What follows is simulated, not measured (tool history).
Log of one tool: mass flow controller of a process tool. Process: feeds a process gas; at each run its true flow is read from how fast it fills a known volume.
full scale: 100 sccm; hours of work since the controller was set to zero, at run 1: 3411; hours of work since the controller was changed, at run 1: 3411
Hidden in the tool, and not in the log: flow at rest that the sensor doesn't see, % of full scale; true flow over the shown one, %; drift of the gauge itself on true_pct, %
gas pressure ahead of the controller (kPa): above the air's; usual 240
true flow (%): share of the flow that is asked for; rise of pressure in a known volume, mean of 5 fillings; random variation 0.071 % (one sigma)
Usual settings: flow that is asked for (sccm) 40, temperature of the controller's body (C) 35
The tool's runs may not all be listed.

run     hour  flow that is asked for (sccm)  gas pressure ahead of the controller (kPa)  temperature of the controller's body (C)  hours of work since the controller was set to zero  hours of work since the controller was changed  true flow (%)
  1      0.0                             40                                         240                                        35                                                3411                                            3411          96.94
  2    379.8                             40                                         240                                        35                                                3546                                            3546          96.87
  3    802.2                             40                                         240                                        35                                                3696                                            3696          96.62
  4   1180.6                             40                                         240                                        35                                                3830                                            3830          96.55
  5   1580.8                             40                                         240                                        35                                                3972                                            3972          96.45
  6   1831.0                             40                                         240                                        30                                                4061                                            4061          95.94
  7   2241.5                             40                                         240                                        30                                                4207                                            4207          95.66
  8   2481.3                             40                                         251                                        35                                                4292                                            4292          96.21
  9   2810.2                             40                                         251                                        35                                                4409                                            4409          96.08
 10   3158.2                             40                                         240                                        26                                                4532                                            4532          95.13
 11   3540.2                             42                                         240                                        26                                                4668                                            4668          95.04
 12   3814.8                             42                                         240                                        26                                                4765                                            4765          94.99
 13   4205.1                             40                                         240                                        35                                                4904                                            4904          95.72
 14   4565.8                             26                                         240                                        35                                                5032                                            5032          94.16
 15   4797.0                             40                                         262                                        35                                                5114                                            5114          95.56
 16   5000.3                             40                                         262                                        35                                                5186                                            5186          95.48
 17   5360.8                             40                                         143                                        35                                                5314                                            5314          94.95
 18   5642.2                             22                                         240                                        35                                                5414                                            5414          92.93
 19   6061.8                             22                                         240                                        35                                                5563                                            5563          92.80
 20   6294.4                             40                                         240                                        35                                                5646                                            5646          94.99
 21   6644.4                             40                                         240                                        35                                                5770                                            5770          94.87
 22   7059.6                             70                                         240                                        35                                                5917                                            5917          96.40
 23   7445.9                             70                                         240                                        35                                                6054                                            6054          96.30
 24   7876.7                             70                                         240                                        35                                                6207                                            6207          96.20
 25   8301.3                             54                                         240                                        25                                                6358                                            6358          94.29
 26   8521.0                             46                                         220                                        28                                                6436                                            6436          93.96
 27   8788.9                             46                                         220                                        28                                                6531                                            6531          93.88
 28   9197.2                             40                                         171                                        27                                                6676                                            6676          93.01
 29   9483.3                             34                                         171                                        27                                                6778                                            6778          92.16
      9910.3  -- controller's zero set anew
 30   9910.3                             16                                         143                                        27                                                   0                                            6929          95.17
 31  10241.4                             14                                         203                                        36                                                 118                                            7047          96.09
 32  10670.2                             21                                         240                                        35                                                 270                                            7199          96.22
 33  11069.3                             34                                         240                                        35                                                 411                                            7341          96.49
 34  11509.1                             49                                         240                                        35                                                 568                                            7497          96.72
 35  11803.0                             49                                         240                                        35                                                 672                                            7601          96.64
 36  12037.3                             40                                         249                                        35                                                 755                                            7684          96.24
 37  12425.5                             44                                         249                                        40                                                 893                                            7822          96.77
 38  12652.5                             40                                         185                                        31                                                 974                                            7903          95.43
 39  12982.4                             61                                         240                                        35                                                1091                                            8020          96.47
 40  13445.1                             37                                         171                                        35                                                1255                                            8184          95.56
 41  13717.4                             37                                         171                                        29                                                1352                                            8281          94.69
 42  13980.9                             88                                         241                                        29                                                1445                                            8375          96.24
 43  14198.0                             17                                         158                                        25                                                1522                                            8452          92.85
 44  14395.9                             33                                         259                                        35                                                1593                                            8522          95.35
 45  14723.6                             58                                         259                                        35                                                1709                                            8638          96.14
 46  15036.3                             47                                         240                                        35                                                1820                                            8749          95.58
 47  15310.5                             97                                         176                                        38                                                1917                                            8847          96.85

The same runs without the tool's hidden state, with the same run-to-run variation:
run  true flow (%)
  1         100.25
  2         100.29
  3         100.17
  4         100.22
  5         100.24
  6          99.80
  7          99.65
  8         100.28
  9         100.25
 10          99.41
 11          99.34
 12          99.37
 13         100.33
 14         100.11
 15         100.35
 16         100.33
 17          99.92
 18          99.98
 19         100.05
 20         100.26
 21         100.25
 22         100.76
 23         100.76
 24         100.76
 25          99.43
 26          99.54
 27          99.55
 28          99.18
 29          98.94
 30          98.62
 31          99.77
 32          99.97
 33         100.24
 34         100.50
 35         100.50
 36         100.24
 37         100.86
 38          99.63
 39         100.56
 40         100.06
 41          99.28
 42         100.45
 43          98.58
 44         100.26
 45         100.72
 46         100.38
 47         101.31
